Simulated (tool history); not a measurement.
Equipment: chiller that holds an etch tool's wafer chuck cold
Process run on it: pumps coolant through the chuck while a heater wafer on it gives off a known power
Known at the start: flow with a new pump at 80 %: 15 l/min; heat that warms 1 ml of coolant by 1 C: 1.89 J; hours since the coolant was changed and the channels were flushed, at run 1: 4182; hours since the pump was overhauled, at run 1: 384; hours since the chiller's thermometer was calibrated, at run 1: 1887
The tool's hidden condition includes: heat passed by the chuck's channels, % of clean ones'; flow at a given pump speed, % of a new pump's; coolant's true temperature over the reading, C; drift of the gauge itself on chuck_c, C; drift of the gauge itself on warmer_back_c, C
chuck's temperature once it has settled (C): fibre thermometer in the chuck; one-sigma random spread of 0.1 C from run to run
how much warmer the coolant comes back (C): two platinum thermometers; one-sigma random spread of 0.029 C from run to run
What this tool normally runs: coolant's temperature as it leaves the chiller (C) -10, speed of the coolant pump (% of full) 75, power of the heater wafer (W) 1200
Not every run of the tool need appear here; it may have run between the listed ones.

run,hour,coolant's temperature as it leaves the chiller (C),speed of the coolant pump (% of full),power of the heater wafer (W),hours since the coolant was changed and the channels were flushed,hours since the pump was overhauled,hours since the chiller's thermometer was calibrated,chuck's temperature once it has settled (C),how much warmer the coolant comes back (C)
1,0,-10,75,1200,4182,384,1887,0.7,2.74
2,51.5,-10,78,1200,4233,435,1939,0.3,2.57
3,101.7,-10,75,1200,4284,485,1989,0.9,2.65
4,132.2,-10,75,1200,4314,516,2019,0.8,2.67
5,173,-10,75,1200,4355,557,2060,0.6,2.66
# hour 186.4: chiller's thermometer calibrated
6,198.8,-10,75,1200,4380,581,12,0.6,2.65
7,255.5,-10,75,1200,4437,638,69,0.8,2.65
8,287.7,-10,75,1200,4469,670,101,0.7,2.62
9,330.4,-10,75,1200,4511,713,144,0.7,2.63
10,367.3,-10,75,1200,4548,750,181,0.5,2.66
11,422,-10,75,1200,4603,805,236,0.6,2.63
12,446.8,-10,75,1200,4628,829,260,0.8,2.64
13,481.4,-10,75,1200,4662,864,295,0.5,2.58
14,507.4,-7,64,934,4688,890,321,2.6,2.39
15,533,-4,62,1338,4714,916,347,9.8,3.62

Run 16, settings as shown, results not yet in. Your forecast:
16,586.5,-9,89,1338,4767,969,400,?,?

Run 16 produced chuck's temperature once it has settled (C) 1.1, how much warmer the coolant comes back (C) 2.43.
Without the tool's hidden state the same run would have given chuck's temperature once it has settled (C) 1.1, how much warmer the coolant comes back (C) 2.52.

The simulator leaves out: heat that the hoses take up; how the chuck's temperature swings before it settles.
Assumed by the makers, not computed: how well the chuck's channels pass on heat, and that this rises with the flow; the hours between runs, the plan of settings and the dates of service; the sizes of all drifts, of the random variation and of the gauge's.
